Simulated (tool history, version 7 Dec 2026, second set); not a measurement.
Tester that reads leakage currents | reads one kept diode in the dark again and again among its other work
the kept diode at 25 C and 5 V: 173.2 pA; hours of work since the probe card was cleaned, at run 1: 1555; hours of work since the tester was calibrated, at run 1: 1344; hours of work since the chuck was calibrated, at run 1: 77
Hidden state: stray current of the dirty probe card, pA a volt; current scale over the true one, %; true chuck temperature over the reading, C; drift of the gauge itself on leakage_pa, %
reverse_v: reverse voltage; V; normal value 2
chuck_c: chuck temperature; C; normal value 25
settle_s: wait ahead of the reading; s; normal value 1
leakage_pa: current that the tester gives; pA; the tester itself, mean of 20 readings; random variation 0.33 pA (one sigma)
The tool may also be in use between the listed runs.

| run | hour | reverse_v | chuck_c | settle_s | hours of work since the probe card was cleaned | hours of work since the tester was calibrated | hours of work since the chuck was calibrated | leakage_pa |
|---|---|---|---|---|---|---|---|---|
| 1 | 0 | 2 | 25 | 1 | 1555 | 1344 | 77 | 111.38 |
| 2 | 147.3 | 2 | 21 | 1 | 1630 | 1419 | 152 | 77.08 |
| 3 | 216.9 | 2 | 21 | 1 | 1665 | 1455 | 188 | 77.1 |
| 4 | 292.9 | 1.98 | 21 | 1 | 1704 | 1493 | 227 | 77.01 |
| 5 | 430.7 | 2 | 25 | 1.28 | 1774 | 1564 | 297 | 113.43 |
| 6 | 502.3 | 2 | 25 | 1.81 | 1811 | 1600 | 333 | 113.92 |
| 7 | 593.8 | 2 | 25 | 1.81 | 1857 | 1647 | 380 | 113.81 |
| 8 | 670.8 | 18.29 | 25 | 1 | 1897 | 1686 | 419 | 398.73 |
| 9 | 787.6 | 18.29 | 25 | 1 | 1956 | 1745 | 479 | 403.08 |
| 10 | 931.6 | 2 | 25 | 1 | 2030 | 1819 | 552 | 116.76 |
| 11 | 1006.5 | 2 | 25 | 1 | 2068 | 1857 | 590 | 116.96 |
| 12 | 1076.8 | 2 | 25 | 1 | 2104 | 1893 | 626 | 116.9 |
| 13 | 1155.1 | 2 | 34 | 1 | 2144 | 1933 | 666 | 267.55 |
| 14 | 1291.1 | 2 | 29 | 1 | 2213 | 2002 | 735 | 171.55 |
| 15 | 1373.8 | 2 | 29 | 1 | 2255 | 2044 | 778 | 171.25 |
| 16 | 1511.9 | 2 | 23 | 1 | 2325 | 2115 | 848 | 99.81 |
| 17 | 1598.4 | 2 | 23 | 1 | 2369 | 2159 | 892 | 100.85 |
| 18 | 1688.8 | 1.28 | 25 | 1 | 2416 | 2205 | 938 | 94.27 |
| 19 | 1785 | 1.28 | 25 | 1 | 2465 | 2254 | 987 | 94.74 |
| 20 | 1892.5 | 1.28 | 25 | 1 | 2519 | 2309 | 1042 | 95.33 |
| 21 | 2015.8 | 1.28 | 25 | 1 | 2582 | 2371 | 1105 | 95.66 |
| 22 | 2126.8 | 1.28 | 25 | 1 | 2639 | 2428 | 1161 | 96.5 |
|  | 2233.4 | probe card cleaned and baked |
| 23 | 2257.5 | 3.26 | 25 | 1 | 12 | 2493 | 1226 | 152.5 |
| 24 | 2349.4 | 10.87 | 54 | 1.2 | 59 | 2540 | 1273 | 3694 |
| 25 | 2443.7 | 6.06 | 57 | 8.7 | 107 | 2588 | 1321 | 3452.67 |
| 26 | 2550.4 | 3.79 | 32 | 0.57 | 162 | 2642 | 1376 | 325.17 |
| 27 | 2656 | 2 | 22 | 1.69 | 215 | 2696 | 1430 | 89.88 |
| 28 | 2725.7 | 2.6 | 28 | 2.85 | 251 | 2732 | 1465 | 183.75 |
| 29 | 2816.1 | 2.6 | 28 | 2.85 | 297 | 2778 | 1511 | 185.74 |
| 30 | 2969.9 | 19.48 | 25 | 1 | 375 | 2856 | 1590 | 414.14 |
| 31 | 3097.6 | 2.23 | 22 | 0.37 | 440 | 2921 | 1655 | 98.85 |
| 32 | 3236.9 | 1.8 | 25 | 1 | 511 | 2992 | 1726 | 117.15 |
| 33 | 3311.9 | 4.38 | 36 | 1.71 | 550 | 3030 | 1764 | 514.99 |
| 34 | 3382.2 | 11.38 | 31 | 0.45 | 586 | 3066 | 1800 | 556.62 |
| 35 | 3450.8 | 11.38 | 31 | 0.45 | 620 | 3101 | 1835 | 557.66 |
| 36 | 3543.6 | 10.54 | 24 | 1 | 668 | 3149 | 1882 | 281.27 |
| 37 | 3681.1 | 10.54 | 24 | 1 | 738 | 3219 | 1952 | 281.53 |

For run 38, what comes out?
| 38 | 3770.6 | 2 | 34 | 1 | 783 | 3264 | 1998 | ? |

Run 38 came out at leakage_pa 290.88 pA.
With no hidden state in the tool, this same run would have given leakage_pa 250.59 pA.

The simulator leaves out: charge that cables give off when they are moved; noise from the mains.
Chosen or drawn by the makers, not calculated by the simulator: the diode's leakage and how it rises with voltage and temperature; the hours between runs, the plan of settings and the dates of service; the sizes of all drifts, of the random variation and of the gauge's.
